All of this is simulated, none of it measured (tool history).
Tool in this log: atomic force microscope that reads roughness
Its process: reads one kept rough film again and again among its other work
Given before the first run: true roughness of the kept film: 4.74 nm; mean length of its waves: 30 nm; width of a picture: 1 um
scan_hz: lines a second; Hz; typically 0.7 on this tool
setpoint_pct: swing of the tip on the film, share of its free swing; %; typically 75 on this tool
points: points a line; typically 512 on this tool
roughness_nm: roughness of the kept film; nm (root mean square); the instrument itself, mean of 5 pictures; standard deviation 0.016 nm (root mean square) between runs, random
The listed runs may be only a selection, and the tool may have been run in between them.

run     day  scan_hz  setpoint_pct  points  roughness_nm
  1       0      0.7            75     512         3.717
  2   0.846      0.7            75     512         3.591
  3   2.133      0.7            75     512         3.359
  4   3.258      0.7            75     512         3.808
  5   4.779      0.7            75     512         3.522
  6   6.088      0.7            67     512         3.967
  7   7.288      0.7            67     512         3.743
  8   8.375      0.7            67     512          3.58
  9   9.367      0.7            67     512         3.398
 10  10.121      0.7            72     512         3.901
 11  11.142      0.7            72     512         3.711
 12  12.367      0.7            75     647         3.455
 13  13.083      0.7            75     647         3.332
 14  14.229      0.7            75     512         3.833
 15  15.575     1.52            75     512         3.409
 16  16.329     1.52            75     512         3.297
 17  17.096      0.7            75     512         4.007
 18  17.871      0.7            75     512         3.838
 19  18.996      0.7            75     512         3.619
 20  19.633    0.778            74     967         3.514
 21  20.288    3.347            75     819         2.923
 22  21.646      0.7            75     378         3.763
 23  22.504      0.7            75     378         3.627
 24  23.296    3.451            62     543         3.309
 25      24    0.715            77     257         3.347
 26  25.308    0.715            77     257         3.691
 27  26.712    1.461            74     283         3.372
 28  27.917    3.814            72     283         2.865
 29  29.192    3.814            80     283          2.92
 30  29.846     0.61            83     360          3.52
 31  31.346     0.61            83     360         3.295
 32  32.854    3.463            83     545          2.96
 33  33.946    3.463            83     545         2.785
 34  35.267      0.7            88     512         3.213
 35  36.725    0.633            67     512         3.792
 36  37.975    0.763            76     512         3.484
 37  38.867    2.407            87     512         2.715
 38  39.754      0.7            75     335         3.817

Missing from the log above: 11 entries noted between runs. For each, name the pair of listed runs it sits between and say how the tool's hidden condition differs from the listed run just before to the listed run just after:
Between runs 3 and 4: new tip fitted (day 2.383)
  radius of the tip, nm: 16.9 -> 9.6; height scale over the true one, %: 0.84 -> 0.85
  measured minus no-state result, roughness_nm: -0.567 -> -0.144 nm (root mean square)
Between runs 5 and 6: new tip fitted (day 6.012)
  radius of the tip, nm: 14.1 -> 7.7; height scale over the true one, %: 0.88 -> 0.9
  measured minus no-state result, roughness_nm: -0.419 -> -0.016 nm (root mean square)
Between runs 9 and 10: new tip fitted (day 9.704)
  radius of the tip, nm: 16.9 -> 8.5; height scale over the true one, %: 0.96 -> 0.97
  measured minus no-state result, roughness_nm: -0.575 -> -0.068 nm (root mean square)
Between runs 13 and 14: new tip fitted (day 13.4)
  radius of the tip, nm: 17.4 -> 9.7; height scale over the true one, %: 1.02 -> 1.04
  measured minus no-state result, roughness_nm: -0.589 -> -0.143 nm (root mean square)
Between runs 16 and 17: new tip fitted (day 17.096)
  radius of the tip, nm: 15.7 -> 7; height scale over the true one, %: 1.07 -> 1.08
  measured minus no-state result, roughness_nm: -0.477 -> +0.04 nm (root mean square)
Between runs 21 and 22: new tip fitted (day 20.829)
  radius of the tip, nm: 16.5 -> 9.7; height scale over the true one, %: 1.13 -> 1.16
  measured minus no-state result, roughness_nm: -0.467 -> -0.14 nm (root mean square)
Between runs 25 and 26: new tip fitted (day 24.471)
  radius of the tip, nm: 16.9 -> 9.8; height scale over the true one, %: 1.19 -> 1.22
  measured minus no-state result, roughness_nm: -0.556 -> -0.139 nm (root mean square)
Between runs 28 and 29: new tip fitted (day 28.133)
  radius of the tip, nm: 17.6 -> 11.2; height scale over the true one, %: 1.26 -> 1.28
  measured minus no-state result, roughness_nm: -0.51 -> -0.181 nm (root mean square)
Between runs 31 and 32: new tip fitted (day 31.742)
  radius of the tip, nm: 17.7 -> 10.1; height scale over the true one, %: 1.32 -> 1.35
  measured minus no-state result, roughness_nm: -0.592 -> -0.124 nm (root mean square)
Between runs 34 and 35: new tip fitted (day 35.4)
  radius of the tip, nm: 17.6 -> 11; height scale over the true one, %: 1.39 -> 1.41
  measured minus no-state result, roughness_nm: -0.567 -> -0.221 nm (root mean square)
Between runs 37 and 38: new tip fitted (day 39.008)
  radius of the tip, nm: 17.6 -> 9.3; height scale over the true one, %: 1.45 -> 1.46
  measured minus no-state result, roughness_nm: -0.479 -> -0.103 nm (root mean square)
